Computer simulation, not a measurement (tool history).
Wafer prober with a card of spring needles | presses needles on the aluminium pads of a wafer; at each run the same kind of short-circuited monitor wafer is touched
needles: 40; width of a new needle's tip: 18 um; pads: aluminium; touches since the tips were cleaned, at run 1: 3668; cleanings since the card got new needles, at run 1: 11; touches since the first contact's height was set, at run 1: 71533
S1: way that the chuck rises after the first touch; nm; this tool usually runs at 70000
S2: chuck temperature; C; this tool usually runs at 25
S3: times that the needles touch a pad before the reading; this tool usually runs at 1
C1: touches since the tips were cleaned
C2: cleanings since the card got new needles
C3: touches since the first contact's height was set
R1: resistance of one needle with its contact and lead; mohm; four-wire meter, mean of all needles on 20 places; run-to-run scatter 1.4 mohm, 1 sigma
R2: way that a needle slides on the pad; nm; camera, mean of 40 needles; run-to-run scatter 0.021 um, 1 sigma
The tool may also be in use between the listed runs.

| run | hour | S1 | S2 | S3 | C1 | C2 | C3 | R1 | R2 |
|---|---|---|---|---|---|---|---|---|---|
| 1 | 0.0 | 70000 | 25 | 1 | 3668 | 11 | 71533 | 132 | 19200 |
|  | 8.2 | tips cleaned on abrasive film |
|  | 28.8 | tips cleaned on abrasive film |
| 2 | 34.8 | 70000 | 25 | 1 | 1768 | 13 | 81752 | 129 | 19220 |
|  | 51.3 | tips cleaned on abrasive film |
| 3 | 58.5 | 70000 | 25 | 1 | 2116 | 14 | 88707 | 130 | 19230 |
|  | 72.1 | tips cleaned on abrasive film |
| 4 | 75.3 | 70000 | 25 | 1 | 943 | 15 | 93641 | 130 | 19200 |
|  | 93.5 | tips cleaned on abrasive film |
| 5 | 93.5 | 70000 | 25 | 2 | 0 | 16 | 98969 | 131 | 19190 |
|  | 103.4 | height of the first contact set anew |
|  | 115.4 | tips cleaned on abrasive film |
| 6 | 125.8 | 70000 | 25 | 1 | 3076 | 17 | 6588 | 128 | 19210 |
|  | 137.6 | tips cleaned on abrasive film |
|  | 158.9 | tips cleaned on abrasive film |
| 7 | 160.8 | 70000 | 25 | 1 | 565 | 19 | 16847 | 131 | 19200 |
|  | 180.8 | tips cleaned on abrasive film |
| 8 | 198.4 | 70000 | 25 | 1 | 5182 | 20 | 27900 | 130 | 19210 |
|  | 201.2 | tips cleaned on abrasive film |
| 9 | 214.9 | 70000 | 25 | 1 | 4040 | 21 | 32758 | 130 | 19210 |
|  | 223.4 | tips cleaned on abrasive film |
|  | 243.7 | tips cleaned on abrasive film |
| 10 | 247.3 | 70000 | 25 | 1 | 1076 | 23 | 42268 | 132 | 19210 |
|  | 266.5 | tips cleaned on abrasive film |
| 11 | 283.8 | 70000 | 25 | 1 | 5100 | 24 | 53000 | 130 | 19200 |
|  | 286.9 | tips cleaned on abrasive film |
| 12 | 305.2 | 70000 | 65 | 1 | 5395 | 25 | 59278 | 139 | 19260 |
|  | 308.1 | tips cleaned on abrasive film |
|  | 329.8 | tips cleaned on abrasive film |
| 13 | 333.2 | 70000 | 25 | 1 | 1027 | 27 | 67505 | 133 | 19220 |
| 14 | 349.0 | 70000 | 25 | 1 | 5688 | 27 | 72166 | 127 | 19200 |
|  | 351.6 | tips cleaned on abrasive film |
|  | 373.5 | tips cleaned on abrasive film |
| 15 | 386.9 | 70000 | 25 | 1 | 3937 | 29 | 83275 | 133 | 19200 |
|  | 395.2 | tips cleaned on abrasive film |
|  | 415.5 | tips cleaned on abrasive film |
| 16 | 422.9 | 70000 | 25 | 1 | 2188 | 31 | 93844 | 133 | 19190 |
|  | 437.4 | tips cleaned on abrasive film |
|  | 450.7 | height of the first contact set anew |
| 17 | 455.6 | 70000 | 25 | 1 | 5294 | 32 | 1452 | 128 | 19210 |
|  | 457.8 | tips cleaned on abrasive film |
|  | 478.0 | tips cleaned on abrasive film |
| 18 | 493.3 | 70000 | 117 | 2 | 4532 | 34 | 12528 | 149 | 19220 |
|  | 498.8 | tips cleaned on abrasive film |
|  | 519.6 | tips cleaned on abrasive film |
| 19 | 527.2 | 66000 | 33 | 2 | 2241 | 36 | 22461 | 133 | 18100 |
|  | 541.5 | tips cleaned on abrasive film |
| 20 | 547.1 | 66000 | 33 | 2 | 1649 | 37 | 28315 | 134 | 18120 |
|  | 561.6 | tips cleaned on abrasive film |
| 21 | 576.8 | 70000 | 25 | 3 | 4483 | 38 | 37054 | 131 | 19210 |
|  | 581.7 | tips cleaned on abrasive film |
|  | 602.7 | tips cleaned on abrasive film |
| 22 | 608.7 | 86000 | 36 | 2 | 1748 | 40 | 46391 | 128 | 23610 |
|  | 623.7 | tips cleaned on abrasive film |
| 23 | 634.3 | 65000 | 40 | 3 | 3119 | 41 | 53922 | 136 | 17840 |
|  | 645.8 | tips cleaned on abrasive film |
| 24 | 664.8 | 87000 | 102 | 2 | 5590 | 42 | 62894 | 142 | 23870 |
|  | 667.5 | tips cleaned on abrasive film |
|  | 689.2 | tips cleaned on abrasive film |
| 25 | 698.0 | 87000 | 102 | 2 | 2606 | 44 | 72645 | 140 | 23860 |
|  | 709.5 | tips cleaned on abrasive film |
|  | 731.4 | tips cleaned on abrasive film |
| 26 | 732.5 | 69000 | 39 | 2 | 339 | 46 | 82781 | 135 | 18930 |
|  | 753.4 | tips cleaned on abrasive film |
| 27 | 761.4 | 79000 | 28 | 1 | 2385 | 47 | 91276 | 130 | 21690 |
|  | 775.1 | tips cleaned on abrasive film |
| 28 | 781.8 | 89000 | 74 | 1 | 1987 | 48 | 97262 | 136 | 24390 |
|  | 795.3 | tips cleaned on abrasive film |
|  | 797.5 | height of the first contact set anew |
|  | 817.4 | tips cleaned on abrasive film |
| 29 | 820.2 | 71000 | 25 | 3 | 837 | 50 | 6659 | 132 | 19470 |
|  | 840.3 | tips cleaned on abrasive film |
| 30 | 856.4 | 75000 | 25 | 1 | 4757 | 51 | 17327 | 132 | 20600 |
|  | 861.5 | tips cleaned on abrasive film |
| 31 | 873.0 | 75000 | 25 | 1 | 3402 | 52 | 22181 | 129 | 20600 |

Below are 5 alternative next runs, each starting from the tool's condition after run 31. Predict each:
|  | 883.4 | tips cleaned on abrasive film |
| A | 894.1 | 50000 | 27 | 3 | 3157 | 53 | 28374 | ? | ? |
|  | 883.4 | tips cleaned on abrasive film |
| B | 894.1 | 67000 | 40 | 2 | 3157 | 53 | 28374 | ? | ? |
|  | 883.4 | tips cleaned on abrasive film |
| C | 894.1 | 70000 | 82 | 1 | 3157 | 53 | 28374 | ? | ? |
|  | 883.4 | tips cleaned on abrasive film |
| D | 894.1 | 75000 | 63 | 3 | 3157 | 53 | 28374 | ? | ? |
|  | 883.4 | tips cleaned on abrasive film |
| E | 894.1 | 55000 | 34 | 2 | 3157 | 53 | 28374 | ? | ? |

| run | R1 | R2 |
|---|---|---|
| A | 139 | 13720 |
| B | 133 | 18350 |
| C | 143 | 19230 |
| D | 135 | 20600 |
| E | 139 | 15090 |
Take away the tool's hidden state, keep each run's random variation, and the runs would have read:
| run | R1 | R2 |
|---|---|---|
| A | 138 | 13720 |
| B | 132 | 18350 |
| C | 142 | 19230 |
| D | 135 | 20600 |
| E | 138 | 15090 |
